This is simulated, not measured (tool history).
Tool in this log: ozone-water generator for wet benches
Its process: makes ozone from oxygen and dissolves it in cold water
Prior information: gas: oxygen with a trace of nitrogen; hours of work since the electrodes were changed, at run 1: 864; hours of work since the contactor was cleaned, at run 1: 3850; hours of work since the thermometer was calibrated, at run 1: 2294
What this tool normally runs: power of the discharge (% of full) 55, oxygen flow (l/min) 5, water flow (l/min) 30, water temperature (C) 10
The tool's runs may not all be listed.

run     day  power of the discharge (% of full)  oxygen flow (l/min)  water flow (l/min)  water temperature (C)  hours of work since the electrodes were changed  hours of work since the contactor was cleaned  hours of work since the thermometer was calibrated  dissolved ozone (ppm)  ozone in the gas ahead of the water (g/m3)
  1       0                                  55                    5                  30                     10                                              864                                           3850                                                2294                     18                                       237.8
  2   3.521                                  55                    5                  30                     10                                              939                                           3925                                                2369                   17.9                                       238.6
  3   9.504                                  55                    5                  30                     10                                             1066                                           4052                                                2496                   17.6                                         235
  4  16.104                                  55                    5                  30                     10                                             1207                                           4193                                                2637                   17.9                                       236.9
  5  23.479                                  55                    5                  30                     10                                             1363                                           4350                                                2794                   18.1                                       235.2
  6  26.971                                  55                    5                  30                     10                                             1438                                           4424                                                2868                   18.1                                         236
     28.396  -- contactor cleaned
  7  31.712                                  55                    5                  30                     10                                             1535                                             71                                                2965                   18.1                                         235
  8  38.017                                  55                    5                  30                     10                                             1669                                            205                                                3099                     18                                       235.6
  9  43.662                                  55                    5                  30                     10                                             1789                                            325                                                3220                   17.9                                         238
 10  50.708                                  55                 4.15                  30                     10                                             1939                                            475                                                3369                   17.9                                       266.1
 11  56.242                                  49                 4.38                  39                     10                                             2057                                            592                                                3487                   12.3                                       242.1
 12  59.542                                  60                  2.6                  40                     15                                             2127                                            663                                                3557                   12.1                                       386.4
 13  63.146                                  60                 6.06                  23                      6                                             2204                                            739                                                3634                   25.9                                       215.4
 14  67.225                                  55                 8.26                  30                     10                                             2291                                            826                                                3721                   17.8                                       169.5
 15  71.333                                  55                 2.57                  26                     12                                             2378                                            913                                                3808                   19.4                                       363.1
 16  74.846                                  55                 3.14                  28                      9                                             2453                                            988                                                3883                   18.6                                       318.8
 17  78.367                                  55                 3.14                  28                      9                                             2528                                           1063                                                3958                   18.4                                       321.7
 18  84.754                                  55                 7.85                  28                     14                                             2663                                           1199                                                4094                   18.2                                       174.2
 19  90.071                                  69                  4.2                  34                     11                                             2777                                           1312                                                4207                   17.5                                       301.9

Alternative continuations, all from the tool just after run 19; predict every row:
  A  94.358                                  55                 2.68                  20                      5                                             2868                                           1403                                                4298                      ?                                           ?
  B  94.358                                  55                 8.75                  30                     10                                             2868                                           1403                                                4298                      ?                                           ?
  C  94.358                                  69                  4.2                  34                     14                                             2868                                           1403                                                4298                      ?                                           ?
  D  94.358                                  55                    5                  30                      9                                             2868                                           1403                                                4298                      ?                                           ?

run  dissolved ozone (ppm)  ozone in the gas ahead of the water (g/m3)
  A                   26.9                                       353.5
  B                   18.2                                       161.4
  C                   16.9                                       301.2
  D                   18.4                                       235.1
The same runs, with their run-to-run variation unchanged, on a tool lacking any hidden condition would have given:
run  dissolved ozone (ppm)  ozone in the gas ahead of the water (g/m3)
  A                   26.9                                       353.9
  B                   18.2                                       161.6
  C                   16.9                                       301.6
  D                   18.4                                       235.4

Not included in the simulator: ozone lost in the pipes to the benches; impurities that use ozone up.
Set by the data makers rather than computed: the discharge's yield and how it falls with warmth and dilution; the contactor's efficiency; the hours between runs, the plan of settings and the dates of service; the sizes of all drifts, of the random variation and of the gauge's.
